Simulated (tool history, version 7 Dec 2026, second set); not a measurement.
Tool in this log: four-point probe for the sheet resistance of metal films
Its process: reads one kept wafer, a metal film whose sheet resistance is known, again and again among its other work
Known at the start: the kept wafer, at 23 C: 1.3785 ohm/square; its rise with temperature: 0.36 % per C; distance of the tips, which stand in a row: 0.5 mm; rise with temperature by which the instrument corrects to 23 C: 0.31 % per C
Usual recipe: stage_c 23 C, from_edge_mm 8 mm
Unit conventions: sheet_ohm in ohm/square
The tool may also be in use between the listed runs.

{"run": 1, "hour": 0.0, "stage_c": 23, "from_edge_mm": 8, "sheet_ohm": 1.376334}
{"run": 2, "hour": 34.1, "stage_c": 23, "from_edge_mm": 8, "sheet_ohm": 1.375916}
{"run": 3, "hour": 66.8, "stage_c": 23, "from_edge_mm": 8, "sheet_ohm": 1.37592}
{"run": 4, "hour": 127.1, "stage_c": 23, "from_edge_mm": 8, "sheet_ohm": 1.375441}
{"run": 5, "hour": 158.8, "stage_c": 27, "from_edge_mm": 8, "sheet_ohm": 1.379032}
{"run": 6, "hour": 193.7, "stage_c": 23, "from_edge_mm": 8, "sheet_ohm": 1.375383}
{"hour": 222.8, "done": "stage's thermometer calibrated"}
{"run": 7, "hour": 242.0, "stage_c": 23, "from_edge_mm": 5, "sheet_ohm": 1.378496}
{"run": 8, "hour": 282.8, "stage_c": 24, "from_edge_mm": 8, "sheet_ohm": 1.374563}
{"run": 9, "hour": 314.2, "stage_c": 23, "from_edge_mm": 8, "sheet_ohm": 1.37403}
{"run": 10, "hour": 340.2, "stage_c": 23, "from_edge_mm": 8, "sheet_ohm": 1.373539}
{"run": 11, "hour": 383.1, "stage_c": 19, "from_edge_mm": 8, "sheet_ohm": 1.370182}
{"run": 12, "hour": 431.3, "stage_c": 19, "from_edge_mm": 8, "sheet_ohm": 1.369818}
{"run": 13, "hour": 488.0, "stage_c": 23, "from_edge_mm": 13, "sheet_ohm": 1.371365}
{"run": 14, "hour": 538.2, "stage_c": 23, "from_edge_mm": 8, "sheet_ohm": 1.372405}
{"run": 15, "hour": 597.2, "stage_c": 23, "from_edge_mm": 8, "sheet_ohm": 1.372267}
{"run": 16, "hour": 631.6, "stage_c": 23, "from_edge_mm": 8, "sheet_ohm": 1.371987}
{"run": 17, "hour": 665.0, "stage_c": 23, "from_edge_mm": 8, "sheet_ohm": 1.37189}
{"run": 18, "hour": 720.3, "stage_c": 23, "from_edge_mm": 7, "sheet_ohm": 1.372594}
{"run": 19, "hour": 779.3, "stage_c": 23, "from_edge_mm": 7, "sheet_ohm": 1.371908}
{"run": 20, "hour": 809.4, "stage_c": 23, "from_edge_mm": 7, "sheet_ohm": 1.372345}
{"run": 21, "hour": 855.4, "stage_c": 23, "from_edge_mm": 7, "sheet_ohm": 1.372638}
{"run": 22, "hour": 904.6, "stage_c": 23, "from_edge_mm": 7, "sheet_ohm": 1.372075}
{"run": 23, "hour": 952.3, "stage_c": 30, "from_edge_mm": 8, "sheet_ohm": 1.376614}
{"run": 24, "hour": 987.8, "stage_c": 23, "from_edge_mm": 51, "sheet_ohm": 1.367931}
{"run": 25, "hour": 1033.3, "stage_c": 30, "from_edge_mm": 25, "sheet_ohm": 1.37278}
{"run": 26, "hour": 1093.6, "stage_c": 18, "from_edge_mm": 15, "sheet_ohm": 1.363759}
{"run": 27, "hour": 1128.4, "stage_c": 20, "from_edge_mm": 8, "sheet_ohm": 1.367625}
{"run": 28, "hour": 1158.0, "stage_c": 20, "from_edge_mm": 4, "sheet_ohm": 1.375919}
{"run": 29, "hour": 1212.1, "stage_c": 29, "from_edge_mm": 4, "sheet_ohm": 1.381986}
{"run": 30, "hour": 1244.9, "stage_c": 34, "from_edge_mm": 8, "sheet_ohm": 1.377523}
{"run": 31, "hour": 1301.5, "stage_c": 34, "from_edge_mm": 8, "sheet_ohm": 1.377209}
{"run": 32, "hour": 1337.7, "stage_c": 34, "from_edge_mm": 8, "sheet_ohm": 1.376788}
{"run": 33, "hour": 1381.3, "stage_c": 19, "from_edge_mm": 20, "sheet_ohm": 1.362906}
{"run": 34, "hour": 1430.6, "stage_c": 22, "from_edge_mm": 56, "sheet_ohm": 1.365202}
{"run": 35, "hour": 1459.8, "stage_c": 21, "from_edge_mm": 57, "sheet_ohm": 1.363775}
{"run": 36, "hour": 1496.2, "stage_c": 25, "from_edge_mm": 28, "sheet_ohm": 1.366543}
{"run": 37, "hour": 1524.3, "stage_c": 25, "from_edge_mm": 28, "sheet_ohm": 1.366587}
{"run": 38, "hour": 1553.2, "stage_c": 25, "from_edge_mm": 28, "sheet_ohm": 1.366944}
{"run": 39, "hour": 1597.5, "stage_c": 25, "from_edge_mm": 28, "sheet_ohm": 1.365788}
{"run": 40, "hour": 1654.0, "stage_c": 20, "from_edge_mm": 65, "sheet_ohm": 1.361938}

Difference, measured minus no-hidden-state, one row per run. Run-to-run variation is common to both terms; the gauge's own scatter need not be:
Hidden conditions of the tool in this case: inner tips' distance over the nominal, %; tips' flats over new ones', %; wafer's true temperature over the reading, C; drift of the gauge itself on sheet_ohm, %.
run=1 sheet_ohm=-0.005012
run=2 sheet_ohm=-0.005186
run=3 sheet_ohm=-0.005359
run=4 sheet_ohm=-0.005643
run=5 sheet_ohm=-0.005816
run=6 sheet_ohm=-0.005960
run=7 sheet_ohm=-0.007318
run=8 sheet_ohm=-0.007513
run=9 sheet_ohm=-0.007653
run=10 sheet_ohm=-0.007778
run=11 sheet_ohm=-0.007979
run=12 sheet_ohm=-0.008192
run=13 sheet_ohm=-0.008475
run=14 sheet_ohm=-0.008743
run=15 sheet_ohm=-0.009048
run=16 sheet_ohm=-0.009235
run=17 sheet_ohm=-0.009405
run=18 sheet_ohm=-0.009671
run=19 sheet_ohm=-0.009963
run=20 sheet_ohm=-0.010111
run=21 sheet_ohm=-0.010329
run=22 sheet_ohm=-0.010567
run=23 sheet_ohm=-0.010875
run=24 sheet_ohm=-0.010937
run=25 sheet_ohm=-0.011218
run=26 sheet_ohm=-0.011421
run=27 sheet_ohm=-0.011625
run=28 sheet_ohm=-0.011847
run=29 sheet_ohm=-0.012193
run=30 sheet_ohm=-0.012345
run=31 sheet_ohm=-0.012590
run=32 sheet_ohm=-0.012777
run=33 sheet_ohm=-0.012821
run=34 sheet_ohm=-0.013081
run=35 sheet_ohm=-0.013217
run=36 sheet_ohm=-0.013461
run=37 sheet_ohm=-0.013608
run=38 sheet_ohm=-0.013758
run=39 sheet_ohm=-0.013974
run=40 sheet_ohm=-0.014215

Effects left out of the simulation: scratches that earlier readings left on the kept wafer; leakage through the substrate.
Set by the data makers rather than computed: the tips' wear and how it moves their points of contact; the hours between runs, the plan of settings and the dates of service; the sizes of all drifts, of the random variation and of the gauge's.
